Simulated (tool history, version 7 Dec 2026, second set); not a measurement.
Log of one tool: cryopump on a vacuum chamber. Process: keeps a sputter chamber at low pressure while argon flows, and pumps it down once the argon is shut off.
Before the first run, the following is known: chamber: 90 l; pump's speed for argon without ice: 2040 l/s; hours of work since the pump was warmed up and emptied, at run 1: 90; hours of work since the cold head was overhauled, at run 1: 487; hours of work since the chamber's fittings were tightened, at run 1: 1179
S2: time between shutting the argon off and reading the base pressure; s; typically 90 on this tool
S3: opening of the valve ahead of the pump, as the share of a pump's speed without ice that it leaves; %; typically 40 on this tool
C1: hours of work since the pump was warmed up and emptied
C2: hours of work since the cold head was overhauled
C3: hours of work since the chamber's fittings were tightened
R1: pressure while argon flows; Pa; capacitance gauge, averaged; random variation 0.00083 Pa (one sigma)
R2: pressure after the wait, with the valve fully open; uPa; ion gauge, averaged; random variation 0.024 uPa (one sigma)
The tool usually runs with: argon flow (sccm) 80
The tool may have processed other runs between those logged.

Run 1, hour 0: usual settings; C1 90; C2 487; C3 1179. Result: R1 0.1731 Pa, R2 0.95 uPa.
Run 2, hour 18: usual settings; C1 98; C2 494; C3 1187. Result: R1 0.1727 Pa, R2 0.96 uPa.
Run 3, hour 33.7: usual settings but S3 54 %; C1 104; C2 501; C3 1193. Result: R1 0.1292 Pa, R2 0.98 uPa.
Run 4, hour 52.3: usual settings but S3 54 %; C1 112; C2 509; C3 1201. Result: R1 0.1287 Pa, R2 0.96 uPa.
Run 5, hour 67.7: usual settings; C1 119; C2 515; C3 1208. Result: R1 0.1726 Pa, R2 0.97 uPa.
Run 6, hour 89.2: usual settings; C1 128; C2 524; C3 1217. Result: R1 0.174 Pa, R2 0.95 uPa.
Run 7, hour 107.7: usual settings but S2 70 s; C1 135; C2 532; C3 1225. Result: R1 0.1741 Pa, R2 1.12 uPa.
Run 8, hour 120.2: usual settings but argon flow (sccm) 73; C1 141; C2 537; C3 1230. Result: R1 0.1591 Pa, R2 0.97 uPa.
Run 9, hour 142.9: usual settings but argon flow (sccm) 73; C1 150; C2 547; C3 1239. Result: R1 0.1591 Pa, R2 0.98 uPa.
Run 10, hour 156.6: usual settings but argon flow (sccm) 36, S2 94 s, S3 21 %; C1 156; C2 553; C3 1245. Result: R1 0.147 Pa, R2 0.95 uPa.
Run 11, hour 169.2: usual settings but argon flow (sccm) 36, S2 94 s, S3 21 %; C1 161; C2 558; C3 1250. Result: R1 0.1461 Pa, R2 0.93 uPa.
Run 12, hour 191.6: usual settings but argon flow (sccm) 36, S2 95 s, S3 39 %; C1 171; C2 567; C3 1260. Result: R1 0.0809 Pa, R2 0.94 uPa.
Run 13, hour 203.3: usual settings but S2 225 s, S3 38 %; C1 176; C2 572; C3 1265. Result: R1 0.1861 Pa, R2 0.55 uPa.
Run 14, hour 229.5: usual settings but S2 225 s, S3 38 %; C1 187; C2 583; C3 1276. Result: R1 0.1856 Pa, R2 0.54 uPa.
Run 15, hour 243.7: usual settings but S2 52 s, S3 51 %; C1 193; C2 589; C3 1282. Result: R1 0.1409 Pa, R2 1.46 uPa.

The same runs without the tool's hidden state, with the same run-to-run variation:
The hidden state here: pump's speed, % of a pump's without ice; cold plate's temperature, K; leak into the chamber, uPa l/s; drift of the gauge itself on working_pa, %; drift of the gauge itself on base_upa, %.
run      R1    R2
  1  0.1675  0.85
  2  0.1668  0.86
  3  0.1229  0.88
  4   0.122  0.86
  5  0.1656  0.87
  6  0.1664  0.84
  7  0.1661  1.01
  8  0.1515  0.86
  9   0.151  0.87
 10  0.1428  0.84
 11  0.1419  0.81
 12  0.0764  0.82
 13  0.1758  0.44
 14  0.1746  0.42
 15  0.1296  1.34

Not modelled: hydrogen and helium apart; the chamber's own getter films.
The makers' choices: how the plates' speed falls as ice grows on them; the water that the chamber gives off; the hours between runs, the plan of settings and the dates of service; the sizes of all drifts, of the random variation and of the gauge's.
